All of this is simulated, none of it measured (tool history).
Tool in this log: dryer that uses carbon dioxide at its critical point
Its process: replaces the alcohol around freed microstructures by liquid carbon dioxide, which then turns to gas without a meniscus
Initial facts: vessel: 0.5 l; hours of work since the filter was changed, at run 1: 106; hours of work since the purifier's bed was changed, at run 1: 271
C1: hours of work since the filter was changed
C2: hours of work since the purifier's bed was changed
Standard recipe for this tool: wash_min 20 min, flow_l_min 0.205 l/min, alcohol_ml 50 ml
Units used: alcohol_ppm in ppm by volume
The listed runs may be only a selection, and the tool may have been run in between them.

Run 1, day 0.000: usual settings; C1 106; C2 271. Result: alcohol_ppm 142 ppm by volume.
Run 2, day 0.729: usual settings; C1 113; C2 278. Result: alcohol_ppm 155 ppm by volume.
Run 3, day 1.075: usual settings; C1 116; C2 282. Result: alcohol_ppm 141 ppm by volume.
Run 4, day 1.692: usual settings but flow_l_min 0.185 l/min; C1 122; C2 288. Result: alcohol_ppm 263 ppm by volume.
Run 5, day 2.154: usual settings but flow_l_min 0.185 l/min; C1 127; C2 292. Result: alcohol_ppm 255 ppm by volume.
Run 6, day 2.571: usual settings but flow_l_min 0.185 l/min; C1 131; C2 296. Result: alcohol_ppm 255 ppm by volume.
Run 7, day 2.888: usual settings but flow_l_min 0.185 l/min; C1 134; C2 300. Result: alcohol_ppm 265 ppm by volume.
Run 8, day 3.204: usual settings but flow_l_min 0.185 l/min; C1 137; C2 303. Result: alcohol_ppm 270 ppm by volume.
Run 9, day 3.792: usual settings but flow_l_min 0.281 l/min; C1 143; C2 308. Result: alcohol_ppm 63 ppm by volume.
Run 10, day 4.146: usual settings but wash_min 28 min; C1 147; C2 312. Result: alcohol_ppm 70 ppm by volume.
Run 11, day 4.829: usual settings but wash_min 17 min; C1 153; C2 319. Result: alcohol_ppm 377 ppm by volume.
Run 12, day 5.262: usual settings but flow_l_min 0.162 l/min; C1 158; C2 323. Result: alcohol_ppm 557 ppm by volume.
Run 13, day 5.579: usual settings but flow_l_min 0.162 l/min; C1 161; C2 326. Result: alcohol_ppm 549 ppm by volume.
Run 14, day 5.929: usual settings but flow_l_min 0.162 l/min; C1 164; C2 330. Result: alcohol_ppm 551 ppm by volume.
Run 15, day 6.450: usual settings but flow_l_min 0.162 l/min; C1 169; C2 335. Result: alcohol_ppm 526 ppm by volume.
Run 16, day 6.867: usual settings but flow_l_min 0.162 l/min; C1 173; C2 339. Result: alcohol_ppm 566 ppm by volume.
Run 17, day 7.371: usual settings but alcohol_ml 28 ml; C1 178; C2 344. Result: alcohol_ppm 128 ppm by volume.
Run 18, day 7.850: usual settings but wash_min 19 min, flow_l_min 0.153 l/min, alcohol_ml 80 ml; C1 183; C2 349. Result: alcohol_ppm 1468 ppm by volume.
Run 19, day 8.379: usual settings but alcohol_ml 65 ml; C1 188; C2 354. Result: alcohol_ppm 244 ppm by volume.
Run 20, day 8.988: usual settings but flow_l_min 0.161 l/min, alcohol_ml 65 ml; C1 194; C2 360. Result: alcohol_ppm 777 ppm by volume.
At day 9.171: inlet filter changed.
Run 21, day 9.708: usual settings but wash_min 16 min, flow_l_min 0.226 l/min, alcohol_ml 23 ml; C1 5; C2 367. Result: alcohol_ppm 140 ppm by volume.
Run 22, day 10.050: usual settings but wash_min 16 min, flow_l_min 0.261 l/min, alcohol_ml 23 ml; C1 9; C2 370. Result: alcohol_ppm 89 ppm by volume.
Run 23, day 10.650: usual settings but wash_min 16 min, flow_l_min 0.277 l/min, alcohol_ml 23 ml; C1 15; C2 376. Result: alcohol_ppm 78 ppm by volume.

For some of the steps in alcohol_ppm from one run to the next: how much would appear even if the tool had no hidden state, given the settings, what came in and random variation, and how much remains for the hidden state plus any gauge scatter that the measured result and the result without hidden state don't share?
Hidden state present: flow that reaches the vessel past the clogged filter, %; alcohol in the recycled carbon dioxide, ppm; drift of the gauge itself on alcohol_ppm, %.
Run 17 -> 18: wash_min 20 -> 19, flow_l_min 0.205 -> 0.153, alcohol_ml 28 -> 80. alcohol_ppm +1340 ppm by volume: hidden state +467, all else +873.
Run 18 -> 19: wash_min 19 -> 20, flow_l_min 0.153 -> 0.205, alcohol_ml 80 -> 65. alcohol_ppm -1224 ppm by volume: hidden state -415, all else -809.
